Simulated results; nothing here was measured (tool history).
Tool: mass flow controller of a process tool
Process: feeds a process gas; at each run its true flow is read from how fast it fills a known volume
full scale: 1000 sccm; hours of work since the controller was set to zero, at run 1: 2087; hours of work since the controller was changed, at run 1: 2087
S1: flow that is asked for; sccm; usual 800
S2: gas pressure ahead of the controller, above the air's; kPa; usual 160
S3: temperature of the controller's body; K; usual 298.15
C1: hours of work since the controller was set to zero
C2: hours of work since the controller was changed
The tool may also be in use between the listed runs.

{"run": 1, "hour": 0.0, "S1": 800, "S2": 160, "S3": 298.15, "C1": 2087, "C2": 2087, "true flow (%)": 99.68}
{"run": 2, "hour": 74.5, "S1": 800, "S2": 209, "S3": 298.15, "C1": 2123, "C2": 2123, "true flow (%)": 99.84}
{"run": 3, "hour": 174.1, "S1": 800, "S2": 160, "S3": 298.15, "C1": 2172, "C2": 2172, "true flow (%)": 99.74}
{"run": 4, "hour": 240.0, "S1": 800, "S2": 160, "S3": 298.15, "C1": 2203, "C2": 2203, "true flow (%)": 99.68}
{"run": 5, "hour": 388.7, "S1": 800, "S2": 160, "S3": 298.15, "C1": 2275, "C2": 2275, "true flow (%)": 99.56}
{"run": 6, "hour": 479.1, "S1": 800, "S2": 160, "S3": 298.15, "C1": 2319, "C2": 2319, "true flow (%)": 99.82}
{"run": 7, "hour": 569.6, "S1": 800, "S2": 181, "S3": 298.15, "C1": 2363, "C2": 2363, "true flow (%)": 99.8}
{"run": 8, "hour": 681.9, "S1": 800, "S2": 160, "S3": 293.15, "C1": 2417, "C2": 2417, "true flow (%)": 100.34}
{"run": 9, "hour": 764.7, "S1": 800, "S2": 160, "S3": 293.15, "C1": 2457, "C2": 2457, "true flow (%)": 100.39}
{"run": 10, "hour": 913.4, "S1": 800, "S2": 160, "S3": 293.15, "C1": 2529, "C2": 2529, "true flow (%)": 100.42}
{"run": 11, "hour": 1017.6, "S1": 800, "S2": 160, "S3": 298.15, "C1": 2579, "C2": 2579, "true flow (%)": 99.85}
{"run": 12, "hour": 1168.1, "S1": 800, "S2": 193, "S3": 298.15, "C1": 2652, "C2": 2652, "true flow (%)": 99.86}
{"run": 13, "hour": 1261.6, "S1": 800, "S2": 193, "S3": 298.15, "C1": 2697, "C2": 2697, "true flow (%)": 99.83}
{"run": 14, "hour": 1334.1, "S1": 800, "S2": 193, "S3": 294.15, "C1": 2732, "C2": 2732, "true flow (%)": 100.17}
{"run": 15, "hour": 1465.9, "S1": 800, "S2": 193, "S3": 294.15, "C1": 2796, "C2": 2796, "true flow (%)": 100.22}
{"run": 16, "hour": 1542.0, "S1": 800, "S2": 193, "S3": 294.15, "C1": 2833, "C2": 2833, "true flow (%)": 100.07}
{"run": 17, "hour": 1625.0, "S1": 800, "S2": 160, "S3": 298.15, "C1": 2873, "C2": 2873, "true flow (%)": 99.76}
{"run": 18, "hour": 1764.6, "S1": 173, "S2": 160, "S3": 298.15, "C1": 2941, "C2": 2941, "true flow (%)": 97.56}
{"run": 19, "hour": 1852.3, "S1": 105, "S2": 160, "S3": 298.15, "C1": 2983, "C2": 2983, "true flow (%)": 96.44}
{"run": 20, "hour": 1984.6, "S1": 105, "S2": 160, "S3": 298.15, "C1": 3047, "C2": 3047, "true flow (%)": 96.39}
{"run": 21, "hour": 2061.4, "S1": 800, "S2": 160, "S3": 298.15, "C1": 3084, "C2": 3084, "true flow (%)": 99.88}
{"run": 22, "hour": 2151.7, "S1": 487, "S2": 160, "S3": 298.15, "C1": 3128, "C2": 3128, "true flow (%)": 99.21}
{"run": 23, "hour": 2270.0, "S1": 487, "S2": 160, "S3": 298.15, "C1": 3185, "C2": 3185, "true flow (%)": 99.04}
{"run": 24, "hour": 2359.8, "S1": 487, "S2": 160, "S3": 298.15, "C1": 3229, "C2": 3229, "true flow (%)": 99.19}
{"run": 25, "hour": 2497.5, "S1": 800, "S2": 160, "S3": 298.15, "C1": 3295, "C2": 3295, "true flow (%)": 99.9}
{"run": 26, "hour": 2565.5, "S1": 800, "S2": 160, "S3": 298.15, "C1": 3328, "C2": 3328, "true flow (%)": 99.94}
{"run": 27, "hour": 2686.7, "S1": 606, "S2": 248, "S3": 298.15, "C1": 3387, "C2": 3387, "true flow (%)": 99.57}
{"run": 28, "hour": 2809.5, "S1": 711, "S2": 198, "S3": 305.15, "C1": 3446, "C2": 3446, "true flow (%)": 98.96}
{"run": 29, "hour": 2883.8, "S1": 800, "S2": 211, "S3": 293.15, "C1": 3482, "C2": 3482, "true flow (%)": 100.55}
{"run": 30, "hour": 2956.5, "S1": 127, "S2": 160, "S3": 308.15, "C1": 3517, "C2": 3517, "true flow (%)": 95.67}

The next listed run, before its measurement:
{"run": 31, "hour": 3029.2, "S1": 657, "S2": 160, "S3": 309.15, "C1": 3552, "C2": 3552, "true flow (%)": "?"}

{"run 31": {"true flow (%)": 98.48}}
Without the tool's hidden state the same run would have given true flow (%) 98.34.
